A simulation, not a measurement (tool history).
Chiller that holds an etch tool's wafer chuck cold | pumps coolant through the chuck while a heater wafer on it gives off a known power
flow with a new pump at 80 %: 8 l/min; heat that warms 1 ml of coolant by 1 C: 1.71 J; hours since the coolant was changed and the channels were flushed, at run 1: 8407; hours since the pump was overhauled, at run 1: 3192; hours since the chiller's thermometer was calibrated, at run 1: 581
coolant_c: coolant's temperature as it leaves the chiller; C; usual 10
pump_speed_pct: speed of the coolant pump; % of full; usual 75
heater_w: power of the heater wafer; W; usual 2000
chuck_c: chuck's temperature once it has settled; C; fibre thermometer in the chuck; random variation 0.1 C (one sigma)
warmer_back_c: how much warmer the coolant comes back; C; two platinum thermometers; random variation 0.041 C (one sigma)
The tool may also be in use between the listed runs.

| run | hour | coolant_c | pump_speed_pct | heater_w | hours since the coolant was changed and the channels were flushed | hours since the pump was overhauled | hours since the chiller's thermometer was calibrated | chuck_c | warmer_back_c |
|---|---|---|---|---|---|---|---|---|---|
| 1 | 0.0 | 10 | 75 | 2000 | 8407 | 3192 | 581 | 25.5 | 9.44 |
| 2 | 72.9 | 10 | 90 | 2000 | 8479 | 3265 | 654 | 22.8 | 7.72 |
| 3 | 142.0 | 10 | 90 | 2000 | 8549 | 3334 | 723 | 22.8 | 7.66 |
| 4 | 260.4 | 10 | 90 | 2000 | 8667 | 3452 | 842 | 22.9 | 7.73 |
| 5 | 358.3 | 10 | 75 | 2000 | 8765 | 3550 | 940 | 25.6 | 9.47 |
| 6 | 506.1 | 10 | 75 | 2000 | 8913 | 3698 | 1087 | 25.5 | 9.53 |
| 7 | 614.8 | 10 | 75 | 2000 | 9021 | 3807 | 1196 | 25.4 | 9.48 |
| 8 | 714.9 | 10 | 75 | 1590 | 9121 | 3907 | 1296 | 22.3 | 7.63 |

The next listed run, before its measurement:
| 9 | 779.4 | 10 | 75 | 1590 | 9186 | 3971 | 1361 | ? | ? |

Run 9 gave chuck_c 22.3 C, warmer_back_c 7.60 C.
Without the tool's hidden state the same run would have given chuck_c 22.3 C, warmer_back_c 7.51 C.
